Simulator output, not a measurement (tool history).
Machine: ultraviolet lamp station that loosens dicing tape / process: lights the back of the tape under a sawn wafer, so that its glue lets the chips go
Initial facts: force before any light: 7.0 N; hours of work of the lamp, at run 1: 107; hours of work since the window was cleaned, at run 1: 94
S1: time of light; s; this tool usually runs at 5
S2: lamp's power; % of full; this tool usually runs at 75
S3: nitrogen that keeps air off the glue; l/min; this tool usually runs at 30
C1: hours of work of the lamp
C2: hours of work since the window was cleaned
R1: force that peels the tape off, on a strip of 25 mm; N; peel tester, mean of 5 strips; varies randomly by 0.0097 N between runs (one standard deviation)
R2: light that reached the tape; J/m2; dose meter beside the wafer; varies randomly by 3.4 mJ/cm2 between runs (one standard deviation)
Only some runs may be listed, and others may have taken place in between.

run 1 hour=0 | S1=5 S2=75 S3=30 | C1=107 C2=94 | R1=0.507 R2=4960
run 2 hour=6.4 | S1=5 S2=75 S3=30 | C1=110 C2=97 | R1=0.497 R2=4940
run 3 hour=14 | S1=5 S2=75 S3=30 | C1=113 C2=100 | R1=0.505 R2=4900
run 4 hour=20.4 | S1=5 S2=75 S3=30 | C1=116 C2=103 | R1=0.512 R2=4940
run 5 hour=27.2 | S1=6 S2=75 S3=30 | C1=119 C2=106 | R1=0.361 R2=5840
run 6 hour=37.9 | S1=6 S2=75 S3=30 | C1=124 C2=111 | R1=0.364 R2=5870
run 7 hour=46.3 | S1=6 S2=88 S3=30 | C1=127 C2=115 | R1=0.287 R2=6880
run 8 hour=53 | S1=6 S2=88 S3=30 | C1=130 C2=118 | R1=0.279 R2=6860
run 9 hour=59.2 | S1=6 S2=88 S3=30 | C1=133 C2=121 | R1=0.284 R2=6780
run 10 hour=68.5 | S1=6 S2=88 S3=30 | C1=137 C2=125 | R1=0.294 R2=6840
run 11 hour=75.7 | S1=6 S2=88 S3=30 | C1=141 C2=128 | R1=0.274 R2=6750
run 12 hour=84.3 | S1=5 S2=75 S3=30 | C1=145 C2=132 | R1=0.523 R2=4850
run 13 hour=97.8 | S1=5 S2=75 S3=30 | C1=151 C2=138 | R1=0.517 R2=4820
run 14 hour=108.6 | S1=5 S2=75 S3=30 | C1=155 C2=143 | R1=0.55 R2=4780
run 15 hour=117.9 | S1=5 S2=62 S3=30 | C1=160 C2=147 | R1=0.788 R2=3930
run 16 hour=126.3 | S1=5 S2=62 S3=30 | C1=163 C2=151 | R1=0.819 R2=3920
run 17 hour=133.9 | S1=5 S2=89 S3=30 | C1=167 C2=154 | R1=0.403 R2=5600
run 18 hour=140.6 | S1=5 S2=89 S3=30 | C1=170 C2=157 | R1=0.385 R2=5560
run 19 hour=153.9 | S1=5 S2=89 S3=30 | C1=176 C2=163 | R1=0.405 R2=5550
run 20 hour=164.5 | S1=5 S2=75 S3=30 | C1=181 C2=168 | R1=0.575 R2=4700
run 21 hour=178.7 | S1=5 S2=75 S3=30 | C1=187 C2=174 | R1=0.573 R2=4610
run 22 hour=191.4 | S1=4 S2=75 S3=30 | C1=193 C2=180 | R1=0.856 R2=3700
run 23 hour=206.3 | S1=4 S2=65 S3=10 | C1=199 C2=187 | R1=2.185 R2=3190
run 24 hour=213.2 | S1=8 S2=78 S3=11 | C1=202 C2=190 | R1=0.525 R2=7580
run 25 hour=223.1 | S1=8 S2=78 S3=11 | C1=207 C2=194 | R1=0.528 R2=7600
run 26 hour=238.2 | S1=8 S2=62 S3=11 | C1=214 C2=201 | R1=0.811 R2=6020
run 27 hour=245.4 | S1=4 S2=75 S3=42 | C1=217 C2=204 | R1=0.745 R2=3620
run 28 hour=256.7 | S1=3 S2=67 S3=30 | C1=222 C2=209 | R1=1.716 R2=2410
-- hour=259.4 window cleaned of glue's vapour
run 29 hour=268.9 | S1=7 S2=67 S3=30 | C1=227 C2=4 | R1=0.333 R2=6140
run 30 hour=279.8 | S1=7 S2=67 S3=30 | C1=232 C2=9 | R1=0.338 R2=6060
run 31 hour=290.9 | S1=7 S2=66 S3=30 | C1=237 C2=14 | R1=0.356 R2=6020
run 32 hour=301.5 | S1=7 S2=66 S3=27 | C1=242 C2=19 | R1=0.378 R2=5920
run 33 hour=314.7 | S1=5 S2=66 S3=18 | C1=248 C2=25 | R1=1.016 R2=4220
run 34 hour=320.9 | S1=5 S2=85 S3=30 | C1=251 C2=28 | R1=0.413 R2=5440
run 35 hour=333.2 | S1=5 S2=85 S3=30 | C1=256 C2=33 | R1=0.423 R2=5400
run 36 hour=344.9 | S1=3 S2=90 S3=11 | C1=261 C2=38 | R1=1.954 R2=3440
run 37 hour=356.3 | S1=7 S2=72 S3=16 | C1=267 C2=44 | R1=0.521 R2=6430
run 38 hour=369.9 | S1=9 S2=83 S3=27 | C1=273 C2=50 | R1=0.207 R2=9440
run 39 hour=380.3 | S1=4 S2=80 S3=14 | C1=277 C2=54 | R1=1.337 R2=4020
run 40 hour=392.8 | S1=4 S2=80 S3=14 | C1=283 C2=60 | R1=1.389 R2=3960
run 41 hour=404.2 | S1=5 S2=64 S3=52 | C1=288 C2=65 | R1=0.508 R2=4010
run 42 hour=414.5 | S1=5 S2=64 S3=40 | C1=293 C2=70 | R1=0.613 R2=3930
run 43 hour=428.9 | S1=9 S2=79 S3=40 | C1=299 C2=76 | R1=0.19 R2=8630
run 44 hour=435.5 | S1=2 S2=98 S3=30 | C1=302 C2=79 | R1=1.686 R2=2410

The logged runs with the hidden state left out (each run's random variation unchanged):
The hidden state here: lamp's light, % of a new lamp's; light that the window lets through, % of a clean one's; drift of the gauge itself on peel_n, %; drift of the gauge itself on dose_mj_cm2, %.
run=1 R1=0.422 R2=5470
run=2 R1=0.408 R2=5450
run=3 R1=0.413 R2=5440
run=4 R1=0.417 R2=5480
run=5 R1=0.3 R2=6500
run=6 R1=0.298 R2=6560
run=7 R1=0.247 R2=7710
run=8 R1=0.237 R2=7720
run=9 R1=0.242 R2=7650
run=10 R1=0.25 R2=7730
run=11 R1=0.229 R2=7650
run=12 R1=0.406 R2=5510
run=13 R1=0.396 R2=5510
run=14 R1=0.42 R2=5480
run=15 R1=0.6 R2=4520
run=16 R1=0.621 R2=4530
run=17 R1=0.311 R2=6490
run=18 R1=0.293 R2=6460
run=19 R1=0.308 R2=6480
run=20 R1=0.421 R2=5510
run=21 R1=0.416 R2=5430
run=22 R1=0.621 R2=4380
run=23 R1=1.77 R2=3790
run=24 R1=0.375 R2=9040
run=25 R1=0.374 R2=9120
run=26 R1=0.567 R2=7250
run=27 R1=0.516 R2=4370
run=28 R1=1.297 R2=2920
run=29 R1=0.279 R2=6840
run=30 R1=0.281 R2=6790
run=31 R1=0.294 R2=6760
run=32 R1=0.304 R2=6680
run=33 R1=0.812 R2=4790
run=34 R1=0.327 R2=6180
run=35 R1=0.33 R2=6160
run=36 R1=1.632 R2=3940
run=37 R1=0.396 R2=7400
run=38 R1=0.191 R2=10920
run=39 R1=1.048 R2=4660
run=40 R1=1.082 R2=4630
run=41 R1=0.374 R2=4700
run=42 R1=0.445 R2=4630
run=43 R1=0.179 R2=10210
run=44 R1=1.321 R2=2860
